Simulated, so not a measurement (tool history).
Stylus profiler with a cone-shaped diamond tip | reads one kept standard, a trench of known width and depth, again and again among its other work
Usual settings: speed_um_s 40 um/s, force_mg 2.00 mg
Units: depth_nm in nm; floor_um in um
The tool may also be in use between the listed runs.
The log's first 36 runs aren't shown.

run	day	speed_um_s	force_mg	depth_nm	floor_um
37	48.129	43	5.51	102.46	18.09
38	49.029	43	5.51	102.47	18.07
39	50.292	72	3.86	102.03	17.95
40	51.562	11	4.58	102.16	18.01
41	53.162	11	4.58	102.24	18.08
42	54.388	11	4.58	102.23	18.06
43	56.217	11	4.58	102.28	17.96
44	57.396	42	0.77	100.75	17.67
45	58.996	42	0.77	100.84	17.77
46	60.321	71	2.00	101.36	17.77

Forecast each of these 4 alternatives for the next run:
A	61.300	41	2.00	?	?
B	61.300	130	2.38	?	?
C	61.300	17	2.00	?	?
D	61.300	24	3.13	?	?

run	depth_nm	floor_um
A	101.36	17.84
B	101.53	17.51
C	101.38	17.90
D	101.82	17.86
Without the tool's hidden state the same runs would have given:
run	depth_nm	floor_um
A	101.22	18.62
B	101.39	18.29
C	101.24	18.68
D	101.67	18.64
